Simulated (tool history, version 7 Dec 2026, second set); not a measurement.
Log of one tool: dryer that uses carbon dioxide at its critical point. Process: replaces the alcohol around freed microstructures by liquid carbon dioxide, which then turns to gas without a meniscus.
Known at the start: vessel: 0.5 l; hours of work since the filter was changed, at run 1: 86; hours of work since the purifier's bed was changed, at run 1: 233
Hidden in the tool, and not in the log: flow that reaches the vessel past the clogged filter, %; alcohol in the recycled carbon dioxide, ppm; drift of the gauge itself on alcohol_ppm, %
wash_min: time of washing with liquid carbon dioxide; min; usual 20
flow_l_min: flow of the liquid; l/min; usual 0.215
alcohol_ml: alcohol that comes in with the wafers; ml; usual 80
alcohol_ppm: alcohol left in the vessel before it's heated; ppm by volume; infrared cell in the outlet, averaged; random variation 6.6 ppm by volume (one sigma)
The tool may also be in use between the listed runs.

| run | hour | wash_min | flow_l_min | alcohol_ml | hours of work since the filter was changed | hours of work since the purifier's bed was changed | alcohol_ppm |
|---|---|---|---|---|---|---|---|
| 1 | 0.0 | 20 | 0.215 | 80 | 86 | 233 | 382 |
| 2 | 15.2 | 20 | 0.215 | 80 | 91 | 238 | 385 |
| 3 | 31.2 | 20 | 0.215 | 80 | 97 | 244 | 375 |
| 4 | 49.3 | 20 | 0.215 | 80 | 103 | 250 | 402 |
| 5 | 62.1 | 20 | 0.215 | 80 | 108 | 254 | 381 |
| 6 | 75.2 | 20 | 0.215 | 80 | 112 | 259 | 400 |
| 7 | 93.4 | 20 | 0.215 | 80 | 119 | 265 | 380 |
| 8 | 108.6 | 20 | 0.219 | 80 | 124 | 271 | 370 |
| 9 | 128.9 | 20 | 0.219 | 80 | 131 | 278 | 368 |
| 10 | 150.7 | 20 | 0.226 | 80 | 138 | 285 | 320 |
| 11 | 166.5 | 20 | 0.139 | 31 | 144 | 291 | 1166 |
| 12 | 185.0 | 30 | 0.258 | 96 | 150 | 297 | 60 |
| 13 | 201.2 | 15 | 0.215 | 101 | 156 | 303 | 2244 |
| 14 | 211.6 | 17 | 0.215 | 29 | 159 | 306 | 395 |
| 15 | 224.5 | 20 | 0.259 | 90 | 164 | 311 | 178 |
| 16 | 236.0 | 20 | 0.259 | 90 | 168 | 315 | 186 |
| 17 | 257.7 | 16 | 0.224 | 69 | 175 | 322 | 964 |
| 18 | 269.0 | 16 | 0.224 | 69 | 179 | 326 | 968 |

Hidden state or all else? Some run-to-run changes of alcohol_ppm, split into what the settings, what came in and random variation would give without the hidden state, and what is left for the hidden state (with any gauge scatter that isn't in both results):
Run 12 -> 13: wash_min 30 -> 15, flow_l_min 0.258 -> 0.215, alcohol_ml 96 -> 101. alcohol_ppm +2184 ppm by volume: hidden state +431, all else +1753.

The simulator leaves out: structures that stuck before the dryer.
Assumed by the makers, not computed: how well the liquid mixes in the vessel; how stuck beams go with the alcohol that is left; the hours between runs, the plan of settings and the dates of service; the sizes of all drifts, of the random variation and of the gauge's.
